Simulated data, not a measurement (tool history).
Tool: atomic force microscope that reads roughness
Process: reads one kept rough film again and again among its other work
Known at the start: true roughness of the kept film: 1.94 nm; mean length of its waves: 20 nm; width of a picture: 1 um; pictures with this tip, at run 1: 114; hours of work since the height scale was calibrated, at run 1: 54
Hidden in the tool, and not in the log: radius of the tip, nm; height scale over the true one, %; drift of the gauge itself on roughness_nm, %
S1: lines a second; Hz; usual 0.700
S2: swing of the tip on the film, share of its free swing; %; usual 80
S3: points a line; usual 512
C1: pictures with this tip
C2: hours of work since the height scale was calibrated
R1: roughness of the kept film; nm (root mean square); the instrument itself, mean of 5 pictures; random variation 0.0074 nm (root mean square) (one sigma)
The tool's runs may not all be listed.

run	hour	S1	S2	S3	C1	C2	R1
1	0.0	0.700	80	512	114	54	1.189
# hour 15.7: new tip fitted
2	30.0	0.700	80	953	24	72	1.479
3	78.7	0.700	80	953	104	102	1.227
# hour 100.3: new tip fitted
4	109.3	0.700	80	953	15	120	1.502
5	131.3	0.700	80	953	51	133	1.375
6	177.8	0.700	80	953	127	161	1.164
# hour 184.9: new tip fitted
7	212.4	3.394	86	452	45	182	1.170
8	251.9	0.600	73	512	110	206	1.209
# hour 255.1: height scale calibrated on a step standard
# hour 271.0: new tip fitted
9	307.0	0.545	61	857	60	31	1.370

Run 10 comes next. What will it give?
10	349.7	0.707	82	512	130	57	?

{"run 10": {"R1": 1.152}}
Without the tool's hidden state the same run would have given R1 1.551 nm (root mean square).
